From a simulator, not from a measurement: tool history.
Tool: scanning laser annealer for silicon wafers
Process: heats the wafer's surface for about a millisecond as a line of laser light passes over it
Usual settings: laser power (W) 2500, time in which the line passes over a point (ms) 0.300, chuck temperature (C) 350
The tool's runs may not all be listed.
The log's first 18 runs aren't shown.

run    hour  laser power (W)  time in which the line passes over a point (ms)  chuck temperature (C)  highest temperature of the surface (C)
 19   827.1             2269                                            0.300                    313                                     921
 20   851.4             2269                                            0.300                    313                                     924
 21   897.7             2399                                            0.300                    350                                    1005
 22   923.0             2587                                            0.352                    350                                    1135
      950.6  -- optics aligned, line set to its width, once more
 23   973.5             2299                                            0.345                    359                                    1032
 24  1001.2             2380                                            0.300                    384                                    1036
 25  1057.4             2380                                            0.300                    384                                    1032
 26  1111.3             2722                                            0.235                    350                                    1026
 27  1140.9             2695                                            0.248                    364                                    1048
     1154.9  -- window over the wafer cleaned
 28  1197.0             2309                                            0.300                    356                                    1021
 29  1241.3             2500                                            0.320                    385                                    1145
 30  1291.2             2536                                            0.213                    350                                     972
 31  1322.9             2343                                            0.221                    369                                     942
 32  1378.5             2343                                            0.311                    369                                    1057
 33  1424.4             2484                                            0.349                    346                                    1127
 34  1456.3             2564                                            0.255                    345                                    1032
 35  1498.5             2386                                            0.344                    375                                    1110
 36  1531.2             2364                                            0.263                    360                                     990
 37  1564.9             2500                                            0.300                    310                                    1035
 38  1597.4             2369                                            0.220                    328                                     899
 39  1636.8             2133                                            0.210                    332                                     818
 40  1674.0             2133                                            0.210                    332                                     813
 41  1706.9             2464                                            0.293                    367                                    1066
 42  1739.0             2464                                            0.307                    367                                    1080

Forecast each of these 3 alternatives for the next run:
  A  1767.2             2364                                            0.264                    338                                       ?
  B  1767.2             2500                                            0.286                    345                                       ?
  C  1767.2             2279                                            0.307                    347                                       ?

run  highest temperature of the surface (C)
  A                                     962
  B                                    1045
  C                                     991
Without the tool's hidden state the same runs would have given:
run  highest temperature of the surface (C)
  A                                     986
  B                                    1072
  C                                    1015
